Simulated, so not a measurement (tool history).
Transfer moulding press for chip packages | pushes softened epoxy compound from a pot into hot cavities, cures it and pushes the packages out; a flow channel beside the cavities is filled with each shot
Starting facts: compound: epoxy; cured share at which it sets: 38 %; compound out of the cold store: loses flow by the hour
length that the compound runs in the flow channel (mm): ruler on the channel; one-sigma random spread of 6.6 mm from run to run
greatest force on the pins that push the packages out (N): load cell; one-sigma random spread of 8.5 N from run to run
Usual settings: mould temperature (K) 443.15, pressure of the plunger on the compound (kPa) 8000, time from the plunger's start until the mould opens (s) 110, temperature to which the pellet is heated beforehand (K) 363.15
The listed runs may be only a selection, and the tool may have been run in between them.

run    hour  mould temperature (K)  pressure of the plunger on the compound (kPa)  time from the plunger's start until the mould opens (s)  temperature to which the pellet is heated beforehand (K)  incoming compound's hours out of the cold store  length that the compound runs in the flow channel (mm)  greatest force on the pins that push the packages out (N)
  1       0                 443.15                                           8000                                                      110                                                    363.15                                             46.3                                                     674                                                        621
         35  -- cavities cleaned with cleaning compound and waxed
       44.1  -- plunger's sealing rings changed
  2    72.2                 443.15                                           8000                                                      110                                                    362.15                                             31.7                                                     755                                                        533
  3   150.4                 443.15                                           8000                                                      110                                                    362.15                                             35.7                                                     727                                                        665
      168.6  -- cavities cleaned with cleaning compound and waxed
  4   214.3                 443.15                                           8000                                                      110                                                    362.15                                             44.7                                                     694                                                        553
  5   289.2                 443.15                                           8000                                                      110                                                    362.15                                             24.4                                                     766                                                        702
      299.3  -- cavities cleaned with cleaning compound and waxed
  6   369.8                 443.15                                           8000                                                      110                                                    362.15                                             11.2                                                     794                                                        648
      437.8  -- cavities cleaned with cleaning compound and waxed
  7     438                 443.15                                           8000                                                      110                                                    362.15                                             30.3                                                     722                                                        412
      478.9  -- plunger's sealing rings changed
  8   505.5                 443.15                                           8000                                                      103                                                    363.15                                             45.8                                                     703                                                        637
      575.7  -- cavities cleaned with cleaning compound and waxed
  9   590.6                 443.15                                           8000                                                      103                                                    363.15                                               25                                                     787                                                        535
 10   673.2                 443.15                                           8000                                                      103                                                    354.15                                             19.2                                                     798                                                        782
      713.2  -- cavities cleaned with cleaning compound and waxed
 11   756.1                 442.15                                           8000                                                      109                                                    354.15                                             32.8                                                     742                                                        636
      844.8  -- cavities cleaned with cleaning compound and waxed
 12   858.8                 450.15                                           7840                                                      109                                                    354.15                                             36.7                                                     691                                                        399
      913.1  -- plunger's sealing rings changed
      928.5  -- mould's thermocouples calibrated
 13   934.5                 450.15                                           7840                                                      109                                                    354.15                                               47                                                     688                                                        543
      983.1  -- cavities cleaned with cleaning compound and waxed
 14  1016.4                 437.15                                           8160                                                      138                                                    368.15                                             27.9                                                     788                                                        488
 15  1072.3                 437.15                                           8160                                                      138                                                    368.15                                             27.8                                                     791                                                        610
     1113.8  -- cavities cleaned with cleaning compound and waxed
 16  1164.1                 443.15                                           6320                                                      107                                                    363.15                                              9.8                                                     732                                                        581
     1244.5  -- cavities cleaned with cleaning compound and waxed
 17    1260                 443.15                                           8000                                                      110                                                    369.15                                             47.4                                                     676                                                        446

Here are 4 independent what-if runs from the current tool condition. What would each one return?
  A  1302.7                 439.15                                           8000                                                      129                                                    369.15                                              8.9                                                       ?                                                          ?
  B  1302.7                 443.15                                           8000                                                       91                                                    363.15                                             20.2                                                       ?                                                          ?
  C  1302.7                 448.15                                           7390                                                      110                                                    370.15                                             12.8                                                       ?                                                          ?
  D  1302.7                 443.15                                           6520                                                      125                                                    369.15                                              8.1                                                       ?                                                          ?

run  length that the compound runs in the flow channel (mm)  greatest force on the pins that push the packages out (N)
  A                                                     820                                                        566
  B                                                     764                                                        837
  C                                                     741                                                        528
  D                                                     734                                                        529
Had the tool no hidden state, the same runs would have come out as:
run  length that the compound runs in the flow channel (mm)  greatest force on the pins that push the packages out (N)
  A                                                     872                                                        372
  B                                                     812                                                        549
  C                                                     788                                                        349
  D                                                     781                                                        353
